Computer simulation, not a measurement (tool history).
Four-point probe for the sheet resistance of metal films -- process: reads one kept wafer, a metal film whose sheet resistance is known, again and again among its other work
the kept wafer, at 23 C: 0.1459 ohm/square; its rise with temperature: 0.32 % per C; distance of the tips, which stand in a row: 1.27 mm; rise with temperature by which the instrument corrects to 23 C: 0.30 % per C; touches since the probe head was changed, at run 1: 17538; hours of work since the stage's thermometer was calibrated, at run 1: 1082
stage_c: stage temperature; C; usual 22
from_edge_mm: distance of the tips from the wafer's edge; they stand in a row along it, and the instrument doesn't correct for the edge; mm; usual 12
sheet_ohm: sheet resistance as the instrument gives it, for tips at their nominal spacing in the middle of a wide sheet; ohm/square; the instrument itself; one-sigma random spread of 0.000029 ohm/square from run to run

run	hour	stage_c	from_edge_mm	touches since the probe head was changed	hours of work since the stage's thermometer was calibrated	sheet_ohm
1	0.0	22	12	17538	1082	0.146409
2	92.3	22	12	19534	1125	0.146394
3	190.1	22	12	21649	1170	0.146348
4	245.5	22	12	22846	1196	0.146297
5	299.9	22	12	24023	1221	0.146309
6	356.9	22	12	25253	1248	0.146295
# hour 364.0: stage's thermometer calibrated
7	416.1	22	3	26524	24	0.158119
8	507.5	22	12	28500	67	0.146253
9	553.9	22	16	29503	88	0.145840
10	617.8	28	16	30883	118	0.146058
11	677.2	20	21	32168	145	0.145553
12	758.8	18	22	33934	183	0.145401
13	854.9	18	22	36011	228	0.145394
# hour 885.6: stage's thermometer calibrated, once more
14	944.2	18	22	37931	27	0.145257
15	1028.4	18	22	39750	66	0.145153
16	1113.9	18	22	41599	106	0.145068
17	1157.1	19	20	42533	126	0.145180
18	1245.3	27	20	44441	167	0.145435
19	1311.4	23	21	45871	198	0.145252

Measured minus without-hidden-state, run by run (identical run-to-run variation in each term; gauge scatter may differ):
The tool's hidden condition here consists of: inner tips' distance over the nominal, %; tips' flats over new ones', %; wafer's true temperature over the reading, C; drift of the gauge itself on sheet_ohm, %.
run	sheet_ohm
1	-0.000311
2	-0.000343
3	-0.000383
4	-0.000399
5	-0.000420
6	-0.000442
7	-0.000481
8	-0.000480
9	-0.000497
10	-0.000524
11	-0.000543
12	-0.000575
13	-0.000607
14	-0.000802
15	-0.000831
16	-0.000861
17	-0.000877
18	-0.000913
19	-0.000933
